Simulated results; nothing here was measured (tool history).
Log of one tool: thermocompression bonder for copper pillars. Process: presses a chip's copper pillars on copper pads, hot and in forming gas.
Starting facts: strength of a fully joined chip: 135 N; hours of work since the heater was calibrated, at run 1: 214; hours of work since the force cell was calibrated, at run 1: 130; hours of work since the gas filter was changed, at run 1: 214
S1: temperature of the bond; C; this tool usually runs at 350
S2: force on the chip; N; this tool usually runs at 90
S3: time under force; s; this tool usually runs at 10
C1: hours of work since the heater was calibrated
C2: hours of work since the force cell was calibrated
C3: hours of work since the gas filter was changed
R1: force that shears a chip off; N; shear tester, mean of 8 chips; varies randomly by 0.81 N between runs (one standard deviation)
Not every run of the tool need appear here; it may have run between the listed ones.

Run 1, hour 0.0: usual settings; C1 214; C2 130; C3 214. Result: R1 58.4 N.
Run 2, hour 55.7: usual settings; C1 241; C2 157; C3 241. Result: R1 58.6 N.
Run 3, hour 105.3: usual settings but S2 55 N; C1 265; C2 181; C3 265. Result: R1 32.3 N.
Run 4, hour 140.1: usual settings; C1 281; C2 197; C3 281. Result: R1 57.5 N.
Run 5, hour 204.2: usual settings; C1 312; C2 228; C3 312. Result: R1 56.2 N.
Run 6, hour 250.0: usual settings but S1 365 C; C1 334; C2 250; C3 334. Result: R1 62.0 N.
Run 7, hour 296.7: usual settings; C1 357; C2 273; C3 357. Result: R1 54.5 N.
Run 8, hour 349.2: usual settings; C1 382; C2 298; C3 382. Result: R1 54.6 N.
Run 9, hour 384.6: usual settings; C1 399; C2 315; C3 399. Result: R1 53.5 N.
Run 10, hour 432.3: usual settings; C1 422; C2 338; C3 422. Result: R1 54.0 N.
Run 11, hour 471.3: usual settings; C1 441; C2 357; C3 441. Result: R1 52.8 N.
At hour 487.6: forming gas filter changed.
Run 12, hour 506.6: usual settings; C1 458; C2 373; C3 9. Result: R1 59.0 N.
Run 13, hour 568.5: usual settings but S2 95 N; C1 487; C2 403; C3 39. Result: R1 61.6 N.
Run 14, hour 620.4: usual settings but S2 95 N; C1 512; C2 428; C3 64. Result: R1 59.9 N.
Run 15, hour 663.7: usual settings; C1 533; C2 449; C3 85. Result: R1 56.4 N.
Run 16, hour 690.0: usual settings but S2 118 N; C1 546; C2 462; C3 97. Result: R1 74.6 N.
Run 17, hour 717.6: usual settings but S2 118 N; C1 559; C2 475; C3 111. Result: R1 73.9 N.
Run 18, hour 758.3: usual settings but S2 118 N; C1 579; C2 495; C3 130. Result: R1 71.8 N.
Run 19, hour 789.7: usual settings; C1 594; C2 510; C3 145. Result: R1 56.3 N.
Run 20, hour 840.7: usual settings; C1 618; C2 534; C3 170. Result: R1 54.7 N.
Run 21, hour 878.3: usual settings but S3 12 s; C1 636; C2 552; C3 188. Result: R1 58.2 N.
Run 22, hour 933.7: usual settings but S1 361 C, S2 55 N; C1 663; C2 579; C3 215. Result: R1 33.3 N.
Run 23, hour 993.1: usual settings but S1 361 C, S2 64 N, S3 20 s; C1 692; C2 608; C3 243. Result: R1 52.7 N.
Run 24, hour 1034.7: usual settings but S1 366 C, S3 11 s; C1 712; C2 628; C3 263. Result: R1 60.4 N.
Run 25, hour 1073.1: usual settings but S1 326 C, S2 101 N, S3 20 s; C1 730; C2 646; C3 282. Result: R1 60.7 N.
Run 26, hour 1100.5: usual settings but S1 326 C, S2 101 N, S3 20 s; C1 743; C2 659; C3 295. Result: R1 60.3 N.
Run 27, hour 1145.7: usual settings but S2 98 N, S3 6 s; C1 765; C2 681; C3 317. Result: R1 46.5 N.
Run 28, hour 1208.2: usual settings but S2 98 N, S3 6 s; C1 795; C2 711; C3 347. Result: R1 45.6 N.
Run 29, hour 1244.9: usual settings but S1 334 C, S2 69 N; C1 813; C2 729; C3 364. Result: R1 31.6 N.
Run 30, hour 1284.6: usual settings but S1 334 C, S2 69 N; C1 832; C2 748; C3 383. Result: R1 32.6 N.
Run 31, hour 1330.6: usual settings but S1 334 C, S2 69 N; C1 854; C2 770; C3 406. Result: R1 31.1 N.
Run 32, hour 1391.9: usual settings but S1 334 C, S2 95 N; C1 883; C2 799; C3 435. Result: R1 44.9 N.
At hour 1420.5: forming gas filter changed.
Run 33, hour 1432.8: usual settings but S1 334 C, S2 95 N; C1 903; C2 819; C3 6. Result: R1 49.6 N.
Run 34, hour 1468.0: usual settings but S1 323 C, S2 107 N, S3 29 s; C1 920; C2 836; C3 23. Result: R1 73.3 N.
At hour 1475.1: heater calibrated with a thermocouple chip.
Run 35, hour 1518.7: usual settings but S1 323 C, S2 107 N, S3 29 s; C1 21; C2 859; C3 46. Result: R1 80.8 N.
Run 36, hour 1558.1: usual settings but S1 332 C, S2 111 N, S3 16 s; C1 40; C2 878; C3 65. Result: R1 73.0 N.
Run 37, hour 1607.7: usual settings but S1 332 C, S2 130 N, S3 16 s; C1 64; C2 902; C3 89. Result: R1 83.0 N.
Run 38, hour 1672.5: usual settings but S1 372 C, S2 67 N, S3 6 s; C1 95; C2 933; C3 120. Result: R1 39.4 N.
Run 39, hour 1721.1: usual settings but S1 372 C, S2 67 N, S3 6 s; C1 118; C2 957; C3 144. Result: R1 39.1 N.

Hidden state at the last listed run before each entry between runs and at the first one after, where it differs:
Run 11 -> run 12: forming gas filter changed (hour 487.6)
  true temperature of the bond over the reading, C: -6.5 -> -6.8; force that reaches the chip, % of what is set: 97.3 -> 97.2; oxide that the forming gas leaves, % of the face: 9.62 -> 0.81
  difference, measured minus the result without the unlogged condition, R1: -10.1 -> -5.3 N
Run 32 -> run 33: forming gas filter changed (hour 1420.5)
  true temperature of the bond over the reading, C: -13.1 -> -13.4; force that reaches the chip, % of what is set: 94.3 -> 94.2; oxide that the forming gas leaves, % of the face: 9.41 -> 0.78
  difference, measured minus the result without the unlogged condition, R1: -14.1 -> -10.3 N
Run 34 -> run 35: heater calibrated with a thermocouple chip (hour 1475.1)
  true temperature of the bond over the reading, C: -13.7 -> -1; force that reaches the chip, % of what is set: 94.1 -> 93.9; oxide that the forming gas leaves, % of the face: 1.13 -> 1.59
  difference, measured minus the result without the unlogged condition, R1: -12.8 -> -6.0 N
